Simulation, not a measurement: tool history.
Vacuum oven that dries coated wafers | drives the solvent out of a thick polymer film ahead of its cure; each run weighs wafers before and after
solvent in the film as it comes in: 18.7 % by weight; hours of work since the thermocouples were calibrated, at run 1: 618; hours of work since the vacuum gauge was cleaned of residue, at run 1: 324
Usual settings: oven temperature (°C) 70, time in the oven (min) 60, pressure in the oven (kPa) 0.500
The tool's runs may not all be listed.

run,hour,oven temperature (°C),time in the oven (min),pressure in the oven (kPa),hours of work since the thermocouples were calibrated,hours of work since the vacuum gauge was cleaned of residue,solvent left in the film (%)
1,0.0,70,60,0.500,618,324,2.06
2,96.7,75,60,0.500,683,389,1.28
3,187.3,75,60,0.500,745,451,1.29
4,254.9,82,60,0.500,790,496,0.60
5,349.3,82,36,0.500,854,560,1.92
6,407.5,82,36,0.500,894,600,1.91
7,491.4,69,60,0.500,951,657,2.24
8,578.5,70,60,0.584,1010,716,2.11
9,635.5,70,60,0.584,1048,754,2.10
10,708.7,70,60,0.584,1098,804,2.09
11,803.3,70,59,0.584,1162,868,2.15
12,883.5,70,60,0.500,1216,922,2.02
13,944.6,61,55,0.967,1257,963,4.70
14,1013.0,71,60,1.629,1304,1010,2.27
# hour 1095.3: oven's thermocouples calibrated
15,1107.3,62,56,0.500,8,1072,4.47
16,1195.7,70,50,1.215,68,1132,3.31

The next listed run, before its measurement:
17,1238.7,70,50,1.215,97,1161,?

{"run 17": {"solvent left in the film (%)": 3.3}}
Without the tool's hidden state the same run would have given solvent left in the film (%) 3.15.
